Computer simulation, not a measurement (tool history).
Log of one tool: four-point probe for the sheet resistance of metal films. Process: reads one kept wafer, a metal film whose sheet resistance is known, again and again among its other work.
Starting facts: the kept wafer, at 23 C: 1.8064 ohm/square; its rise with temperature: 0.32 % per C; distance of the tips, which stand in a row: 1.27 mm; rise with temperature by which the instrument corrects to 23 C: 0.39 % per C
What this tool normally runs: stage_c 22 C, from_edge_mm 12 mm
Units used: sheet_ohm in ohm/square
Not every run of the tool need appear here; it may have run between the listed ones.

run	hour	stage_c	from_edge_mm	sheet_ohm
1	0.0	22	12	1.809237
2	16.0	22	12	1.809417
3	25.2	22	12	1.808885
4	41.4	22	12	1.808596
5	52.1	22	12	1.808807
6	67.0	22	12	1.808864
7	78.6	22	12	1.808371
8	95.4	22	21	1.800773
9	109.0	22	21	1.801203
10	120.0	18	12	1.814335
11	131.1	18	12	1.813668
12	148.2	22	12	1.808634
13	161.6	22	11	1.809797
14	169.2	22	11	1.810683
15	180.3	27	12	1.800687
16	197.7	27	12	1.800950
17	215.4	27	12	1.801330
18	226.9	24	12	1.805035
19	240.1	24	12	1.805151
20	253.7	24	12	1.804520
21	264.1	24	12	1.804581
22	272.6	24	12	1.804894
23	282.2	24	12	1.804420
24	291.6	24	12	1.804779
25	306.0	24	12	1.804727
26	321.1	32	10	1.798389
27	330.9	29	25	1.789298
28	342.0	23	4	1.886864
29	355.6	28	7	1.819361
30	363.4	20	28	1.800423
31	375.9	32	5	1.843151
32	393.2	27	5	1.849104
33	406.4	31	9	1.803039
34	423.4	31	9	1.802546
35	435.3	31	9	1.802796
36	452.5	31	9	1.802822
37	465.6	22	75	1.794986
38	480.0	23	13	1.802706
39	487.9	28	31	1.788712
40	498.3	28	31	1.788589
41	508.4	28	5	1.846736
42	525.3	28	5	1.847442
43	536.2	28	5	1.846650
44	548.0	28	5	1.846358
45	561.4	28	5	1.846505
46	577.7	28	5	1.846822

Subtracting, for every run, the result it would have given without the tool's unlogged condition from the measured result gives the following. The same run-to-run variation enters both numbers; the gauge's scatter may not:
Hidden conditions of the tool in this case: inner tips' distance over the nominal, %; tips' flats over new ones', %; wafer's true temperature over the reading, C; drift of the gauge itself on sheet_ohm, %.
run	sheet_ohm
1	-0.009510
2	-0.009636
3	-0.009702
4	-0.009813
5	-0.009890
6	-0.010009
7	-0.010086
8	-0.010168
9	-0.010268
10	-0.010405
11	-0.010479
12	-0.010572
13	-0.010675
14	-0.010738
15	-0.010764
16	-0.010898
17	-0.011030
18	-0.011137
19	-0.011239
20	-0.011344
21	-0.011419
22	-0.011487
23	-0.011553
24	-0.011627
25	-0.011727
26	-0.011815
27	-0.011821
28	-0.012485
29	-0.012176
30	-0.012104
31	-0.012474
32	-0.012624
33	-0.012434
34	-0.012564
35	-0.012642
36	-0.012758
37	-0.012784
38	-0.012936
39	-0.012905
40	-0.012981
41	-0.013442
42	-0.013577
43	-0.013657
44	-0.013735
45	-0.013837
46	-0.013949
